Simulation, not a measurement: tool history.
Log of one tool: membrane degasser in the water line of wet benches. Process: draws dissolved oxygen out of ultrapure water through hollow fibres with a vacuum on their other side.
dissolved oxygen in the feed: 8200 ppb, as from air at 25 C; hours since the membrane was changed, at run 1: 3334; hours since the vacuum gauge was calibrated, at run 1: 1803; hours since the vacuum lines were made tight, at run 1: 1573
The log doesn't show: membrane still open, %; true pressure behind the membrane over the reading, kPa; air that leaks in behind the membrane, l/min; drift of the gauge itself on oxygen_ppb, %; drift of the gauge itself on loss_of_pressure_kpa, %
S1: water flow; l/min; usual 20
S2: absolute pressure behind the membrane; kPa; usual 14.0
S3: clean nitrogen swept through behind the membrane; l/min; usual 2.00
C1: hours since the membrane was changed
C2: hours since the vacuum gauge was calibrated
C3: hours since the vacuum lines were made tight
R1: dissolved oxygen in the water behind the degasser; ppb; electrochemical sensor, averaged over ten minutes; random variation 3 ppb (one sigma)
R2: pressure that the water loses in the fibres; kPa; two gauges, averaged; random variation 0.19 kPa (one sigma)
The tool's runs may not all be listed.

run    hour  S1    S2    S3    C1    C2    C3     R1     R2
  1     0.0  20  14.0  2.00  3334  1803  1573  314.8  38.08
  2    66.1  20  14.0  2.00  3400  1869  1639  312.6  37.94
  3   157.8  20  25.3  2.00  3492  1961  1731  560.9  37.88
  4   198.8  20  25.3  2.00  3533  2002  1772  562.5  37.94
  5   246.3  20  25.3  2.00  3580  2049  1819  559.3  37.97
  6   289.1  20  25.3  2.00  3623  2092  1862  558.5  37.84
  7   341.1  20  25.3  2.00  3675  2144  1914  561.3  37.98
  8   412.5  20  25.3  2.00  3747  2215  1986  565.5  37.72
  9   468.9  20  14.0  2.59  3803  2272  2042  264.5  38.00
 10   509.3  20  14.0  2.59  3844  2312  2082  272.2  38.17
 11   566.9  20  14.0  2.59  3901  2370  2140  264.4  38.06
 12   622.3  20  14.0  2.59  3957  2425  2195  268.7  38.42
 13   670.0  20  14.0  2.59  4004  2473  2243  270.5  38.22
 14   714.2  20  14.0  1.15  4048  2517  2287  475.5  38.35
 15   796.1  20  14.0  1.15  4130  2599  2369  471.5  38.18
 16   844.5  20  14.0  2.00  4179  2647  2417  320.7  38.12
 17   916.5  19  16.4  1.44  4251  2719  2489  456.9  36.42
 18   965.2  19  16.4  1.44  4299  2768  2538  454.7  36.11
 19  1029.5  22  14.0  2.00  4364  2832  2602  359.0  41.97
 20  1097.1  13  23.9  2.39  4431  2900  2670  289.7  24.87
 21  1145.3  16   9.8  2.00  4480  2948  2718  161.2  30.66
 22  1183.6  28   9.8  1.40  4518  2986  2757  474.6  53.50
 23  1252.5  17  22.7  2.28  4587  3055  2825  387.3  32.50
 24  1322.8  14  14.0  1.50  4657  3126  2896  266.1  27.14
 25  1390.1  31  14.0  3.37  4724  3193  2963  455.1  59.60
 26  1449.5  25  14.0  5.60  4784  3252  3022  255.4  48.19
 27  1524.4  16  14.4  2.00  4859  3327  3097  250.0  30.62
 28  1599.3  15  14.4  2.00  4934  3402  3172  230.1  28.97
 29  1645.5  17  14.0  1.43  4980  3448  3218  345.9  32.82
 30  1730.5  15  11.2  1.54  5065  3533  3304  217.5  29.15
     1751.5  -- vacuum gauge calibrated
 31  1792.0  15  11.2  1.54  5126    41  3364  209.1  29.06

Forecast each of these 3 alternatives for the next run:
  A  1862.7  12  15.6  1.24  5196  111  3435   ?   ?
  B  1862.7  23  11.2  1.24  5196  111  3435   ?   ?
  C  1862.7  20  17.1  3.31  5196  111  3435   ?   ?

run     R1     R2
  A  297.5  23.41
  B  431.7  44.36
  C  274.7  38.68
Without the tool's hidden state the same runs would have given:
run     R1     R2
  A  283.2  21.90
  B  401.4  41.48
  C  250.2  36.19

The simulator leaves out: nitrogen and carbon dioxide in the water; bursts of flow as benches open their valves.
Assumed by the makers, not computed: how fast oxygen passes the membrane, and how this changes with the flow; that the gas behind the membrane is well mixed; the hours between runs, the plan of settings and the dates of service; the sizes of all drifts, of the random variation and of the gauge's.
